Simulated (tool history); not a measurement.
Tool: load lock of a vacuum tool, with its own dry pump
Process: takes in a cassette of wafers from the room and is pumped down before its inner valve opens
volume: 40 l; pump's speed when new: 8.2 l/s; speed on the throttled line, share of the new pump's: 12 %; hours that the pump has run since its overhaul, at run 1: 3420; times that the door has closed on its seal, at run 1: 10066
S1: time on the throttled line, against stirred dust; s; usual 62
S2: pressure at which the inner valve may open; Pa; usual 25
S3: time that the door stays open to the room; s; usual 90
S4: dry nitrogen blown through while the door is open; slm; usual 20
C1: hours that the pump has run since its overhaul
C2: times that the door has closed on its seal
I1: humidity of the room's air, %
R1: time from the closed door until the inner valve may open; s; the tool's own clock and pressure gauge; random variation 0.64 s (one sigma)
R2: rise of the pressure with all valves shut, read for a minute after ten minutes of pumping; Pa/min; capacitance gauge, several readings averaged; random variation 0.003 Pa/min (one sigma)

run 1 hour=0 | S1=62 S2=25 S3=90 S4=20 | C1=3420 C2=10066 | I1=45.8 | R1=94.7 R2=0.021
run 2 hour=543.9 | S1=62 S2=25 S3=90 S4=20 | C1=3964 C2=11362 | I1=44.5 | R1=94 R2=0.028
run 3 hour=1000.1 | S1=62 S2=25 S3=90 S4=20 | C1=4420 C2=12449 | I1=45.2 | R1=95.3 R2=0.033
run 4 hour=1523.7 | S1=62 S2=25 S3=90 S4=20 | C1=4943 C2=13697 | I1=47.4 | R1=95.4 R2=0.027
run 5 hour=1998.8 | S1=62 S2=25 S3=90 S4=20 | C1=5418 C2=14830 | I1=42.6 | R1=94.7 R2=0.019
run 6 hour=2497.9 | S1=62 S2=25 S3=90 S4=20 | C1=5918 C2=16020 | I1=46 | R1=94.5 R2=0.024
run 7 hour=3033 | S1=62 S2=25 S3=90 S4=20 | C1=6453 C2=17295 | I1=45.4 | R1=96 R2=0.025
run 8 hour=3506 | S1=38 S2=25 S3=90 S4=20 | C1=6926 C2=18422 | I1=46.1 | R1=75.6 R2=0.029
run 9 hour=3883.6 | S1=38 S2=25 S3=90 S4=20 | C1=7303 C2=19322 | I1=44.4 | R1=73.6 R2=0.021
run 10 hour=4167.8 | S1=38 S2=25 S3=90 S4=20 | C1=7588 C2=20000 | I1=45.7 | R1=73.3 R2=0.031
run 11 hour=4586.9 | S1=62 S2=25 S3=90 S4=20 | C1=8007 C2=20999 | I1=44.2 | R1=95.2 R2=0.025
run 12 hour=5158.8 | S1=62 S2=25 S3=90 S4=20 | C1=8578 C2=22362 | I1=47.1 | R1=95.9 R2=0.026
run 13 hour=5412.5 | S1=62 S2=25 S3=90 S4=20 | C1=8832 C2=22967 | I1=45.2 | R1=94.8 R2=0.018
run 14 hour=5882.9 | S1=62 S2=25 S3=90 S4=20 | C1=9303 C2=24088 | I1=41.9 | R1=94.5 R2=0.025
run 15 hour=6393.4 | S1=62 S2=25 S3=90 S4=20 | C1=9813 C2=25305 | I1=46.9 | R1=94.9 R2=0.021
run 16 hour=6804.4 | S1=62 S2=25 S3=90 S4=20 | C1=10224 C2=26284 | I1=45.2 | R1=94.6 R2=0.027
run 17 hour=7344.1 | S1=62 S2=25 S3=90 S4=20 | C1=10764 C2=27571 | I1=46.4 | R1=94.7 R2=0.025
-- hour=7491 dry pump taken out, an overhauled one fitted
run 18 hour=7885.9 | S1=62 S2=25 S3=90 S4=20 | C1=395 C2=28848 | I1=48.4 | R1=94.8 R2=0.022
run 19 hour=8315.2 | S1=62 S2=25 S3=90 S4=10 | C1=824 C2=29871 | I1=45.6 | R1=94 R2=0.03
run 20 hour=8873.9 | S1=122 S2=25 S3=90 S4=35 | C1=1383 C2=31203 | I1=43.7 | R1=149 R2=0.015
run 21 hour=9445.5 | S1=122 S2=25 S3=90 S4=35 | C1=1955 C2=32566 | I1=42.5 | R1=147.9 R2=0.016

Forecast run 22:
run 22 hour=9722.6 | S1=92 S2=22 S3=90 S4=4 | C1=2232 C2=33226 | I1=48.2 | R1=? R2=?

{"run 22": {"R1": 121.1, "R2": 0.056}}
Without the tool's hidden state the same run would have given R1 121 s, R2 0.056 Pa/min.

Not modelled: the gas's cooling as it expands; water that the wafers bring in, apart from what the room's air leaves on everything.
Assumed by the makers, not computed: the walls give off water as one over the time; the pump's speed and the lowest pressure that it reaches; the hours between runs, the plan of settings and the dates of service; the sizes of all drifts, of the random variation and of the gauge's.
